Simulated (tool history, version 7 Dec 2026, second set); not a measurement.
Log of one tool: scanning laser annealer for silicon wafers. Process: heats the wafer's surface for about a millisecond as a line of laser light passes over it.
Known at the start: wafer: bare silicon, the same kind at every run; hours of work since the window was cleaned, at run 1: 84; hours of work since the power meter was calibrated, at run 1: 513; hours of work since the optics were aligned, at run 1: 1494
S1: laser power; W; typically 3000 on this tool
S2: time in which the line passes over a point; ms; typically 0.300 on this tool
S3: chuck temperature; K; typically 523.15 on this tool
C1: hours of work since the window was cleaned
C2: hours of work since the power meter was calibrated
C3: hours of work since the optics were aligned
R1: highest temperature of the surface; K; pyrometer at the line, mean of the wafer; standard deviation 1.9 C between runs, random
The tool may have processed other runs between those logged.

| run | hour | S1 | S2 | S3 | C1 | C2 | C3 | R1 |
|---|---|---|---|---|---|---|---|---|
| 1 | 0.0 | 3000 | 0.300 | 523.15 | 84 | 513 | 1494 | 1344.15 |
| 2 | 64.8 | 3000 | 0.347 | 523.15 | 123 | 551 | 1532 | 1389.15 |
| 3 | 106.6 | 2577 | 0.347 | 523.15 | 147 | 576 | 1557 | 1238.15 |
|  | 122.5 | optics aligned, line set to its width |
| 4 | 180.1 | 2577 | 0.347 | 523.15 | 188 | 616 | 34 | 1245.15 |
| 5 | 227.0 | 2577 | 0.347 | 523.15 | 215 | 644 | 62 | 1241.15 |
| 6 | 290.5 | 2577 | 0.347 | 523.15 | 253 | 681 | 99 | 1244.15 |
| 7 | 339.0 | 2720 | 0.347 | 523.15 | 281 | 710 | 128 | 1289.15 |
| 8 | 396.4 | 2666 | 0.300 | 523.15 | 315 | 744 | 162 | 1220.15 |
| 9 | 451.9 | 2666 | 0.300 | 523.15 | 348 | 776 | 194 | 1217.15 |
|  | 464.1 | window over the wafer cleaned |
| 10 | 498.5 | 2666 | 0.300 | 523.15 | 20 | 803 | 221 | 1213.15 |
| 11 | 551.2 | 3000 | 0.300 | 523.15 | 51 | 834 | 252 | 1324.15 |
| 12 | 596.6 | 3000 | 0.300 | 523.15 | 78 | 861 | 278 | 1323.15 |
| 13 | 633.7 | 3000 | 0.300 | 502.15 | 100 | 882 | 300 | 1296.15 |
|  | 677.2 | window over the wafer cleaned, once more |
| 14 | 686.6 | 3000 | 0.300 | 502.15 | 6 | 912 | 330 | 1334.15 |
| 15 | 725.8 | 3000 | 0.300 | 523.15 | 29 | 936 | 354 | 1354.15 |
| 16 | 769.0 | 3000 | 0.300 | 523.15 | 54 | 961 | 379 | 1349.15 |
| 17 | 806.2 | 3000 | 0.300 | 523.15 | 76 | 983 | 401 | 1349.15 |
| 18 | 845.3 | 3000 | 0.300 | 523.15 | 99 | 1006 | 424 | 1346.15 |
| 19 | 900.0 | 3000 | 0.300 | 523.15 | 131 | 1038 | 456 | 1346.15 |
| 20 | 942.4 | 2968 | 0.253 | 523.15 | 156 | 1063 | 481 | 1272.15 |
| 21 | 1007.5 | 2881 | 0.300 | 531.15 | 195 | 1102 | 520 | 1309.15 |
| 22 | 1071.3 | 3024 | 0.226 | 512.15 | 233 | 1139 | 557 | 1237.15 |
| 23 | 1104.4 | 3236 | 0.330 | 484.15 | 252 | 1159 | 577 | 1412.15 |
| 24 | 1153.8 | 2833 | 0.373 | 499.15 | 281 | 1188 | 606 | 1330.15 |
| 25 | 1200.6 | 3114 | 0.300 | 552.15 | 309 | 1216 | 634 | 1402.15 |
| 26 | 1242.3 | 3000 | 0.333 | 513.15 | 333 | 1240 | 658 | 1354.15 |
|  | 1278.9 | window over the wafer cleaned |
| 27 | 1296.9 | 3191 | 0.225 | 507.15 | 11 | 1271 | 689 | 1292.15 |
| 28 | 1339.1 | 2561 | 0.332 | 541.15 | 35 | 1296 | 714 | 1244.15 |
| 29 | 1372.9 | 3155 | 0.325 | 523.15 | 55 | 1316 | 734 | 1428.15 |
| 30 | 1432.7 | 3155 | 0.245 | 523.15 | 91 | 1351 | 769 | 1320.15 |
| 31 | 1501.6 | 3155 | 0.245 | 523.15 | 131 | 1392 | 810 | 1319.15 |

Run 32 is up next; what results do you expect?
| 32 | 1532.9 | 3000 | 0.300 | 526.15 | 150 | 1411 | 828 | ? |

Run 32 yielded R1 1336.15 K.
Without the tool's hidden state the same run would have given R1 1362.15 K.
